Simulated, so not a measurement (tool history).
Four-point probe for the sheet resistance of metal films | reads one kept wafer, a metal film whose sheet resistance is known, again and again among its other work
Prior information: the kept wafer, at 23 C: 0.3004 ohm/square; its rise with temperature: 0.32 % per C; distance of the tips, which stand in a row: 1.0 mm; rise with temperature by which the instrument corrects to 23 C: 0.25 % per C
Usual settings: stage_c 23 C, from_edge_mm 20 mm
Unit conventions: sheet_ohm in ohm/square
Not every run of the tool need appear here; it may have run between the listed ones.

| run | hour | stage_c | from_edge_mm | sheet_ohm |
|---|---|---|---|---|
| 1 | 0.0 | 23 | 20 | 0.303483 |
| 2 | 11.1 | 23 | 20 | 0.303476 |
| 3 | 21.0 | 28 | 20 | 0.304459 |
| 4 | 33.2 | 23 | 20 | 0.303464 |
| 5 | 41.5 | 23 | 20 | 0.303468 |
| 6 | 48.9 | 23 | 20 | 0.303454 |
| 7 | 63.1 | 23 | 20 | 0.303563 |
| 8 | 73.9 | 23 | 20 | 0.303623 |
| 9 | 88.5 | 23 | 20 | 0.303569 |
| 10 | 101.0 | 23 | 20 | 0.303640 |
| 11 | 109.4 | 23 | 20 | 0.303598 |
| 12 | 118.1 | 31 | 20 | 0.305249 |
| 13 | 130.5 | 33 | 20 | 0.305702 |
| 14 | 142.7 | 33 | 20 | 0.305496 |
| 15 | 152.8 | 33 | 20 | 0.305590 |
| 16 | 163.5 | 33 | 20 | 0.305558 |
| 17 | 174.0 | 29 | 20 | 0.304767 |
| 18 | 181.6 | 23 | 20 | 0.303670 |
| 19 | 196.4 | 23 | 20 | 0.303807 |
| 20 | 210.1 | 23 | 20 | 0.303649 |
| 21 | 220.8 | 23 | 20 | 0.303751 |
| 22 | 236.5 | 23 | 20 | 0.303761 |
| 23 | 247.6 | 27 | 8 | 0.306702 |
| 24 | 260.7 | 33 | 5 | 0.311848 |
| 25 | 277.6 | 33 | 5 | 0.311822 |
| 26 | 287.1 | 33 | 5 | 0.311783 |
| 27 | 303.9 | 23 | 43 | 0.303438 |
| 28 | 319.8 | 30 | 19 | 0.305170 |
| 29 | 335.2 | 20 | 6 | 0.307394 |
| 30 | 348.1 | 32 | 72 | 0.305237 |
| 31 | 363.7 | 30 | 7 | 0.308242 |
| 32 | 376.0 | 24 | 7 | 0.306979 |
| 33 | 389.8 | 22 | 17 | 0.303935 |
| 34 | 397.6 | 19 | 3 | 0.319804 |
| 35 | 411.8 | 19 | 3 | 0.319816 |
| 36 | 424.5 | 33 | 37 | 0.305630 |
| 37 | 441.8 | 33 | 37 | 0.305629 |
| 38 | 456.7 | 33 | 37 | 0.305624 |
| 39 | 473.3 | 31 | 20 | 0.305592 |
| 40 | 489.0 | 25 | 20 | 0.304477 |
| 41 | 500.0 | 23 | 5 | 0.310052 |
| 42 | 517.2 | 33 | 7 | 0.309029 |
| 43 | 524.8 | 33 | 7 | 0.308993 |

Some steps in sheet_ohm between neighbouring runs. How much of each would the tool show without its hidden state too (settings, what came in, random variation), and how much is left for the hidden state, with any gauge scatter that isn't in both results?
Hidden conditions of the tool in this case: inner tips' distance over the nominal, %; tips' flats over new ones', %; wafer's true temperature over the reading, C; drift of the gauge itself on sheet_ohm, %.
Run 26 -> 27: stage_c 33 -> 23, from_edge_mm 5 -> 43. sheet_ohm -0.008345 ohm/square: hidden state -0.000057, all else -0.008288.
Run 33 -> 34: stage_c 22 -> 19, from_edge_mm 17 -> 3. sheet_ohm +0.015869 ohm/square: hidden state +0.000159, all else +0.015710.
Run 35 -> 36: stage_c 19 -> 33, from_edge_mm 3 -> 37. sheet_ohm -0.014186 ohm/square: hidden state -0.000124, all else -0.014062.
Run 40 -> 41: stage_c 25 -> 23, from_edge_mm 20 -> 5. sheet_ohm +0.005575 ohm/square: hidden state +0.000069, all else +0.005506.

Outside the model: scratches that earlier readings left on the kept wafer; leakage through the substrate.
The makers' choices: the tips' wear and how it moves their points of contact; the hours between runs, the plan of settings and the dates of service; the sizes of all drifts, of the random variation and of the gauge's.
